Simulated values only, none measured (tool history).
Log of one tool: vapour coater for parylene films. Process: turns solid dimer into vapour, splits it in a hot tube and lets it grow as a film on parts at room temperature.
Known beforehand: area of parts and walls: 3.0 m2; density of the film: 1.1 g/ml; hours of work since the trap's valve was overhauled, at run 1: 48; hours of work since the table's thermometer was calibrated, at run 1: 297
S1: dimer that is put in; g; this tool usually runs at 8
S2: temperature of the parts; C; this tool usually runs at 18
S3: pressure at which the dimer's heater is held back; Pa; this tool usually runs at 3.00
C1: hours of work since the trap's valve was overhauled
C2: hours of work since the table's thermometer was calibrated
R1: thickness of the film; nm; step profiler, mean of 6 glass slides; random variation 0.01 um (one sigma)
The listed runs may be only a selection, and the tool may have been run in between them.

run	hour	S1	S2	S3	C1	C2	R1
1	0.0	8	18	3.00	48	297	1930
2	17.3	8	18	3.00	57	306	1960
3	41.4	8	18	3.00	69	318	1920
4	60.5	4	18	3.00	78	327	970
5	83.4	8	18	3.00	89	338	1940
6	100.9	8	18	3.00	98	347	1930
7	129.4	8	18	3.00	111	360	1960
8	149.6	8	18	3.00	121	370	1950
9	177.9	8	18	3.00	135	384	1950
10	197.2	8	18	3.00	144	393	1970
11	213.2	4	18	3.00	152	401	970
12	227.4	4	18	3.00	159	408	980
13	253.7	8	21	3.00	172	421	1900
14	269.6	8	18	3.00	180	429	1950
15	298.2	8	18	3.00	194	443	1980
# hour 307.3: gauge calibrated
16	326.2	8	18	3.00	207	456	1930
17	339.2	8	18	3.00	214	463	1920
18	356.5	8	18	6.71	222	471	1680
19	378.8	8	18	3.53	233	482	1890
20	392.0	8	18	3.00	239	488	1940
21	406.4	8	18	3.00	246	495	1940
# hour 419.5: trap's valve overhauled
22	434.5	8	18	3.00	7	507	1940
23	450.3	8	18	3.00	15	515	1960
24	472.5	8	18	3.00	26	526	1950
25	491.8	9	26	5.39	35	535	1750
26	503.3	9	26	5.39	41	541	1760
27	516.3	9	26	5.39	47	547	1750
28	538.2	10	23	5.86	58	558	2030
29	554.9	10	23	5.86	66	566	2040
30	577.2	10	23	5.86	77	577	2020
31	592.5	8	19	5.19	84	584	1760
32	615.5	11	14	5.19	95	595	2630
33	639.8	11	14	5.19	107	607	2630
34	654.1	8	11	4.17	114	614	2090
35	677.0	8	11	4.17	125	625	2110
# hour 685.5: gauge calibrated
36	691.8	8	18	6.99	133	632	1670
37	712.9	7	24	2.02	143	643	1640
38	727.3	8	18	3.00	150	650	1930
39	750.6	8	13	3.00	161	661	2090
40	778.9	10	21	10.63	175	675	1870
41	803.0	8	11	10.83	187	687	1730
42	818.7	8	11	10.83	194	694	1750
43	830.3	8	21	8.61	200	700	1540
44	858.7	5	19	3.93	214	714	1150
45	884.6	5	19	3.93	226	726	1150

Run 46 comes next. What will it give?
46	908.8	5	14	2.15	238	738	?

For run 46 the tool returned R1 1390 nm.
Without the tool's hidden state the same run would have given R1 1360 nm.
